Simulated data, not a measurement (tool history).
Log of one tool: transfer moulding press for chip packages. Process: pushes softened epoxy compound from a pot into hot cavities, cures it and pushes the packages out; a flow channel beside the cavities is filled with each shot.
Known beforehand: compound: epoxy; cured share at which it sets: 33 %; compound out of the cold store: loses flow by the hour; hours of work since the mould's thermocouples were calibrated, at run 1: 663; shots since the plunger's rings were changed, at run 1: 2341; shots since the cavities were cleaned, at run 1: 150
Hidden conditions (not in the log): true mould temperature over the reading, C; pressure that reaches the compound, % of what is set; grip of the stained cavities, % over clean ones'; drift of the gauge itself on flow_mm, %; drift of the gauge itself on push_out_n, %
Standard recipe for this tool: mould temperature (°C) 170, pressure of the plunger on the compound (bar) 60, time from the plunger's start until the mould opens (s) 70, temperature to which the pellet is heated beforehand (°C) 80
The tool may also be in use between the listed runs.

run	hour	mould temperature (°C)	pressure of the plunger on the compound (bar)	time from the plunger's start until the mould opens (s)	temperature to which the pellet is heated beforehand (°C)	hours of work since the mould's thermocouples were calibrated	shots since the plunger's rings were changed	shots since the cavities were cleaned	incoming compound's hours out of the cold store	length that the compound runs in the flow channel (mm)	greatest force on the pins that push the packages out (N)
1	0	170	60	70	80	663	2341	150	34.3	783	683
# hour 16: mould's thermocouples calibrated
2	27.3	170	60	70	80	7	2727	536	17.8	861	747
3	42.5	170	60	70	80	16	2957	766	25.7	822	737
# hour 53.8: cavities cleaned with cleaning compound and waxed
4	60.2	170	60	70	80	26	3204	97	26	822	711
# hour 69.6: plunger's sealing rings changed
5	84.7	170	60	70	80	39	230	433	40.3	758	681
6	108.3	170	60	70	85	54	590	793	28.6	809	713
# hour 117.6: cavities cleaned with cleaning compound and waxed
7	139.4	170	60	70	85	72	1040	332	19.6	853	717
8	166.4	170	60	70	85	88	1452	744	13.2	886	766
# hour 176.9: cavities cleaned with cleaning compound and waxed
9	186.3	170	60	70	85	99	1732	144	45.4	732	645
10	208.3	170	60	70	85	113	2067	479	22.1	846	717
# hour 236.8: cavities cleaned with cleaning compound and waxed
11	241.1	170	60	70	85	132	2544	65	14.5	882	729
12	257.3	170	60	70	85	142	2791	312	34	782	683
13	272.5	170	60	70	85	151	3022	543	46.4	729	679
14	286.7	170	60	70	85	160	3238	759	28.7	812	706
# hour 293: plunger's sealing rings changed
# hour 299: cavities cleaned with cleaning compound and waxed
15	314.9	170	48.2	77	85	174	309	241	30.5	717	586

For run 16, what comes out?
16	333.3	177	45.4	70	74	186	591	523	47.6	?	?

length that the compound runs in the flow channel (mm): 617
greatest force on the pins that push the packages out (N): 533
Without the tool's hidden state the same run would have given length that the compound runs in the flow channel (mm) 617, greatest force on the pins that push the packages out (N) 526.
